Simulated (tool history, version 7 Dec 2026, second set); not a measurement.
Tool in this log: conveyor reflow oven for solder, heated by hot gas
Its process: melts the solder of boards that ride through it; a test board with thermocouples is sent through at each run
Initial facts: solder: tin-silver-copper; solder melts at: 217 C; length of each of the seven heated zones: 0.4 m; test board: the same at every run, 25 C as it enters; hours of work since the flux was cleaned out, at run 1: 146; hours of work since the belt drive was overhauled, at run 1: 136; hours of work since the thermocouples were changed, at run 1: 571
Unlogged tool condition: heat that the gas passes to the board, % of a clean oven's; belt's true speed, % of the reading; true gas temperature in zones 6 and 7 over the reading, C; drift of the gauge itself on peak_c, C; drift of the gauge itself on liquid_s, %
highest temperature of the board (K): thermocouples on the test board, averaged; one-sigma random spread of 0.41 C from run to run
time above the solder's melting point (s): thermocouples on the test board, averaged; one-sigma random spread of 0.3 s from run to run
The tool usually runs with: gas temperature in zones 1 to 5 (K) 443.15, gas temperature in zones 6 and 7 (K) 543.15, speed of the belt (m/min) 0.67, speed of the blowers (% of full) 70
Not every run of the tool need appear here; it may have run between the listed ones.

run	hour	gas temperature in zones 1 to 5 (K)	gas temperature in zones 6 and 7 (K)	speed of the belt (m/min)	speed of the blowers (% of full)	hours of work since the flux was cleaned out	hours of work since the belt drive was overhauled	hours of work since the thermocouples were changed	highest temperature of the board (K)	time above the solder's melting point (s)
1	0	443.15	543.15	0.67	70	146	136	571	520.75	48.7
2	15.1	443.15	543.15	0.628	70	157	146	582	522.95	53.7
3	26.3	443.15	543.15	0.628	70	165	154	589	523.35	53.8
4	33.9	443.15	543.15	0.67	78	170	159	595	521.55	50
5	51.9	443.15	543.15	0.67	78	183	172	607	522.45	50.1
6	67.6	436.15	543.15	0.67	70	194	183	618	518.75	45
7	82.9	436.15	543.15	0.67	70	205	194	629	519.55	44.5
8	91.3	436.15	543.15	0.67	70	210	200	635	519.25	44.7
9	104.9	432.15	543.15	0.67	70	220	209	644	518.65	42.5
10	119.3	443.15	556.15	0.67	70	230	219	655	531.45	55.4
11	135	443.15	556.15	0.67	70	241	230	666	531.15	55.4
12	152	443.15	543.15	0.67	70	253	242	677	519.75	47.4
# hour 157.3: belt drive overhauled, speed set with a stopwatch
13	168.8	433.15	543.15	0.67	70	262	8	686	518.45	42.8
14	177.8	443.15	543.15	0.67	70	268	14	693	520.75	47.6
# hour 184.4: flux residue cleaned out of gas plates and filters
15	196.5	443.15	543.15	0.67	63	8	24	702	520.05	47.3
16	206.1	443.15	543.15	0.67	70	15	31	709	521.25	49.2
17	219.3	443.15	543.15	0.67	70	24	40	718	522.35	48.6
18	231.9	437.15	554.15	0.669	64	33	49	727	527.35	51.4
19	240.5	437.15	551.15	0.689	88	39	55	733	529.85	52.2
# hour 250.4: belt drive overhauled, speed set with a stopwatch, once more
20	261	437.15	551.15	0.689	88	51	7	745	529.75	51.3
21	270.3	437.15	551.15	0.689	88	57	14	751	530.25	51.5
22	284.8	436.15	548.15	0.689	88	68	24	761	527.05	49.5
23	292.9	451.15	543.15	0.626	81	73	30	767	526.85	59.6
24	303.5	451.15	543.15	0.626	81	81	37	774	525.85	60
25	313.3	449.15	536.15	0.77	81	88	44	781	514.55	37.6
26	326.8	449.15	536.15	0.77	81	97	54	791	513.55	37.9
27	337.9	445.15	541.15	0.542	79	105	61	799	528.15	68.8
28	349.9	445.15	539.15	0.639	61	113	70	807	517.05	47.1
29	358.3	445.15	539.15	0.639	61	119	76	813	517.15	47.4
30	373.1	445.15	539.15	0.639	61	129	86	823	516.55	47.8
31	390.9	437.15	543.15	0.67	62	142	98	836	516.95	42.3
32	400.4	437.15	543.15	0.67	62	149	105	842	517.55	42.3

Across each entry between runs, compare the hidden state at the last listed run before it with the hidden state at the first listed run after it:
After run 12, before run 13: belt drive overhauled, speed set with a stopwatch (hour 157.3)
  heat that the gas passes to the board, % of a clean oven's: 94.8 -> 94.7; belt's true speed, % of the reading: 99.46 -> 99.3; true gas temperature in zones 6 and 7 over the reading, C: -2.14 -> -2.17
  measured less the result without the state, highest temperature of the board (K): -3.1 -> -3.3; time above the solder's melting point (s): -2.4 -> -2.7
After run 14, before run 15: flux residue cleaned out of gas plates and filters (hour 184.4)
  heat that the gas passes to the board, % of a clean oven's: 94.5 -> 99; belt's true speed, % of the reading: 99.28 -> 99.26; true gas temperature in zones 6 and 7 over the reading, C: -2.19 -> -2.22
  measured less the result without the state, highest temperature of the board (K): -3.2 -> -1.8; time above the solder's melting point (s): -2.4 -> -1.1
After run 19, before run 20: belt drive overhauled, speed set with a stopwatch, once more (hour 250.4)
  heat that the gas passes to the board, % of a clean oven's: 98.4 -> 98.2; belt's true speed, % of the reading: 99.17 -> 100.12; true gas temperature in zones 6 and 7 over the reading, C: -2.33 -> -2.37
  measured less the result without the state, highest temperature of the board (K): -2.3 -> -2.7; time above the solder's melting point (s): -0.9 -> -1.7

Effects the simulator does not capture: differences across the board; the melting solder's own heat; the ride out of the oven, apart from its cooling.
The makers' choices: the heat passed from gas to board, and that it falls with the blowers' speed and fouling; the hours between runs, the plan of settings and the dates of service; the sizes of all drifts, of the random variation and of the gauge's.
